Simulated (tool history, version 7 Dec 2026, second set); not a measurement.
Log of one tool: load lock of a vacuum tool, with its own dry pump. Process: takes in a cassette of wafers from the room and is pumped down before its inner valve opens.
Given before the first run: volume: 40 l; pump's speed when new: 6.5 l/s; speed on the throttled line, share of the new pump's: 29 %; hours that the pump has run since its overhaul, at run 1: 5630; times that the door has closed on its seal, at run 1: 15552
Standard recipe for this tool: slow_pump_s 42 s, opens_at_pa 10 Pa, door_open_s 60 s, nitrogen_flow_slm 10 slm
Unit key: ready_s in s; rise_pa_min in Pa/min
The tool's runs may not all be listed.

run      day  slow_pump_s  opens_at_pa  door_open_s  nitrogen_flow_slm  hours that the pump has run since its overhaul  times that the door has closed on its seal  incoming humidity of the room's air, %  ready_s  rise_pa_min
  1        0           42           10           60                 10                                            5630                                       15552                                    45.7     86.2        0.037
  2    8.888           42           10           60                 10                                            5843                                       16168                                    44.4     86.6        0.036
  3   16.012           42           10           60                 10                                            6014                                       16662                                    45.8     87.6        0.036
  4   23.496           42           10           60                 10                                            6194                                       17181                                    47.2     86.2        0.044
  5   33.083           42           11           60                 10                                            6424                                       17846                                    45.4     86.5        0.037
  6   40.733           42           10           72                 10                                            6608                                       18377                                      45     86.6        0.044
  7   47.392           42           10           60                 20                                            6767                                       18838                                    44.3     86.8        0.032
  8   54.458           42           10           60                 10                                            6937                                       19328                                    42.4     86.3        0.035
  9   62.504           42           10           60                 10                                            7130                                       19886                                    43.7     87.5        0.033
 10   67.904           42           10          223                 10                                            7260                                       20261                                    47.5     87.9        0.064
 11   72.121           42           10           60                 38                                            7361                                       20553                                    44.6     87.8        0.025
 12   81.342           33           10           60                 38                                            7582                                       21193                                    45.6     80.8        0.018
 13   87.583           33           10           60                 38                                            7732                                       21626                                    44.8     79.5        0.025
 14   96.954           42           10          223                 10                                            7957                                       22275                                    42.1     86.1        0.059
 15   105.65           42           10           60                 10                                            8165                                       22878                                    47.5     88.3        0.039
 16  112.362           42           10           49                 10                                            8327                                       23344                                    46.5     86.2        0.034
 17  119.446           42           10           60                 10                                            8497                                       23835                                    45.2     85.9        0.036
 18  123.471           42           20           60                  8                                            8593                                       24114                                    42.9     82.1        0.038
 19  128.733           42           20           60                  8                                            8720                                       24479                                    48.6     83.6        0.042
 20  137.496           42           14           60                 22                                            8930                                       25087                                    45.7     84.8        0.028
 21  143.683           42           14           60                 22                                            9078                                       25516                                    44.9     84.4        0.029
 22  151.421           34           19           60                 22                                            9264                                       26052                                    47.5     77.3        0.032
 23  159.867           42           10           60                 10                                            9467                                       26638                                      45     87.7        0.041
 24  168.121           42           10          141                 10                                            9665                                       27210                                    46.2     87.1        0.056
 25  177.254           82           10           60                  7                                            9884                                       27844                                    42.8    114.4        0.037
 26  185.354           82           10           60                  7                                           10078                                       28406                                    43.6    115.5        0.036
 27  189.258           58           14          136                  9                                           10172                                       28676                                    47.2     95.6        0.052
 28  194.217           39           15           38                  8                                           10291                                       29020                                    47.3     81.1        0.036
 29  198.167           49           15           38                 13                                           10386                                       29294                                    43.2     90.5        0.031
 30  204.858           63           13           54                 36                                           10547                                       29758                                    44.9     99.1        0.025
 31  214.292           42           13          210                 10                                           10773                                       30412                                    42.8       84        0.053
 32  220.446           42           13          210                 10                                           10921                                       30839                                    49.5     85.7        0.054
 33  228.442           50           11           61                  9                                           11112                                       31393                                    47.3     92.2        0.036

Forecast each of these 5 alternatives for the next run:
  A  237.521           30           10           60                  9                                           11330                                       32023                                    45.4        ?            ?
  B  237.521           26           11           56                 17                                           11330                                       32023                                    46.9        ?            ?
  C  237.521           50           11           61                 27                                           11330                                       32023                                    43.1        ?            ?
  D  237.521           50            9           31                 31                                           11330                                       32023                                    44.4        ?            ?
  E  237.521           75           11           50                  9                                           11330                                       32023                                    46.3        ?            ?

run  ready_s  rise_pa_min
  A     77.4        0.042
  B     75.2        0.035
  C     91.3        0.028
  D     93.2        0.021
  E    109.4        0.038
Without the tool's unlogged condition, the same runs would have read:
run  ready_s  rise_pa_min
  A     77.4         0.04
  B     75.2        0.034
  C     91.2        0.027
  D     93.2         0.02
  E    109.4        0.036

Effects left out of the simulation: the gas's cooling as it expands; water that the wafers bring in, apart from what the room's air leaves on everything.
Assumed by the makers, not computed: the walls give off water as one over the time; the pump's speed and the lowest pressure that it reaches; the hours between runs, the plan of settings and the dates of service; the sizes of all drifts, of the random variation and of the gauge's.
